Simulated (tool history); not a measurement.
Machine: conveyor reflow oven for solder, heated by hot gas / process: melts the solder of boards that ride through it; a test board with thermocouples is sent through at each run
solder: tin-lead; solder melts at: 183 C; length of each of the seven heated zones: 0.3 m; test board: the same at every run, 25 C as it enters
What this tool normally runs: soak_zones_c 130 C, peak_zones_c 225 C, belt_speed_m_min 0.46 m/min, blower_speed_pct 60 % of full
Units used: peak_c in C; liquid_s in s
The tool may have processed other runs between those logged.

run 1 day=0 | soak_zones_c=130 peak_zones_c=225 belt_speed_m_min=0.46 blower_speed_pct=60 | peak_c=201.64 liquid_s=38.6
run 2 day=1.096 | soak_zones_c=130 peak_zones_c=225 belt_speed_m_min=0.46 blower_speed_pct=60 | peak_c=201.46 liquid_s=38.4
run 3 day=2.175 | soak_zones_c=130 peak_zones_c=225 belt_speed_m_min=0.46 blower_speed_pct=60 | peak_c=201.38 liquid_s=38.1
-- day=2.492 belt drive overhauled, speed set with a stopwatch
run 4 day=3.5 | soak_zones_c=130 peak_zones_c=225 belt_speed_m_min=0.46 blower_speed_pct=60 | peak_c=200.52 liquid_s=36.3
run 5 day=4.608 | soak_zones_c=131 peak_zones_c=225 belt_speed_m_min=0.46 blower_speed_pct=60 | peak_c=200.51 liquid_s=36.7
run 6 day=5.679 | soak_zones_c=131 peak_zones_c=225 belt_speed_m_min=0.46 blower_speed_pct=60 | peak_c=200.54 liquid_s=36.4
run 7 day=6.888 | soak_zones_c=131 peak_zones_c=225 belt_speed_m_min=0.46 blower_speed_pct=60 | peak_c=200.44 liquid_s=36.1
run 8 day=7.762 | soak_zones_c=131 peak_zones_c=225 belt_speed_m_min=0.46 blower_speed_pct=60 | peak_c=200.39 liquid_s=35.9
run 9 day=8.296 | soak_zones_c=131 peak_zones_c=225 belt_speed_m_min=0.46 blower_speed_pct=60 | peak_c=200.29 liquid_s=35.8
run 10 day=9.162 | soak_zones_c=131 peak_zones_c=225 belt_speed_m_min=0.46 blower_speed_pct=60 | peak_c=199.99 liquid_s=35.8
-- day=9.483 flux residue cleaned out of gas plates and filters
run 11 day=10.588 | soak_zones_c=131 peak_zones_c=225 belt_speed_m_min=0.46 blower_speed_pct=60 | peak_c=199.25 liquid_s=34.3
-- day=11.554 flux residue cleaned out of gas plates and filters, once more
run 12 day=11.671 | soak_zones_c=130 peak_zones_c=225 belt_speed_m_min=0.386 blower_speed_pct=60 | peak_c=207.16 liquid_s=55.4
run 13 day=12.546 | soak_zones_c=130 peak_zones_c=225 belt_speed_m_min=0.386 blower_speed_pct=60 | peak_c=206.94 liquid_s=55.1
run 14 day=13.562 | soak_zones_c=130 peak_zones_c=225 belt_speed_m_min=0.433 blower_speed_pct=60 | peak_c=202.96 liquid_s=42.7
run 15 day=14.246 | soak_zones_c=130 peak_zones_c=225 belt_speed_m_min=0.46 blower_speed_pct=60 | peak_c=200.66 liquid_s=36.6
run 16 day=15.146 | soak_zones_c=130 peak_zones_c=225 belt_speed_m_min=0.46 blower_speed_pct=60 | peak_c=200.49 liquid_s=36.5
run 17 day=16.242 | soak_zones_c=137 peak_zones_c=217 belt_speed_m_min=0.529 blower_speed_pct=87 | peak_c=199.92 liquid_s=34.3
run 18 day=17.258 | soak_zones_c=137 peak_zones_c=217 belt_speed_m_min=0.529 blower_speed_pct=69 | peak_c=194.4 liquid_s=24.5
run 19 day=18.058 | soak_zones_c=122 peak_zones_c=217 belt_speed_m_min=0.529 blower_speed_pct=69 | peak_c=190.13 liquid_s=14.8
run 20 day=19.321 | soak_zones_c=122 peak_zones_c=217 belt_speed_m_min=0.529 blower_speed_pct=69 | peak_c=190 liquid_s=14.5
run 21 day=20.575 | soak_zones_c=138 peak_zones_c=225 belt_speed_m_min=0.372 blower_speed_pct=60 | peak_c=208.94 liquid_s=63.8

Run 22 is up next; what results do you expect?
run 22 day=21.533 | soak_zones_c=133 peak_zones_c=225 belt_speed_m_min=0.372 blower_speed_pct=56 | peak_c=? liquid_s=?

peak_c: 206.49 C
liquid_s: 57.6 s
Take away the tool's hidden state, keep the run-to-run variation as it was, and the same run would have given peak_c 207.46 C, liquid_s 58.8 s.

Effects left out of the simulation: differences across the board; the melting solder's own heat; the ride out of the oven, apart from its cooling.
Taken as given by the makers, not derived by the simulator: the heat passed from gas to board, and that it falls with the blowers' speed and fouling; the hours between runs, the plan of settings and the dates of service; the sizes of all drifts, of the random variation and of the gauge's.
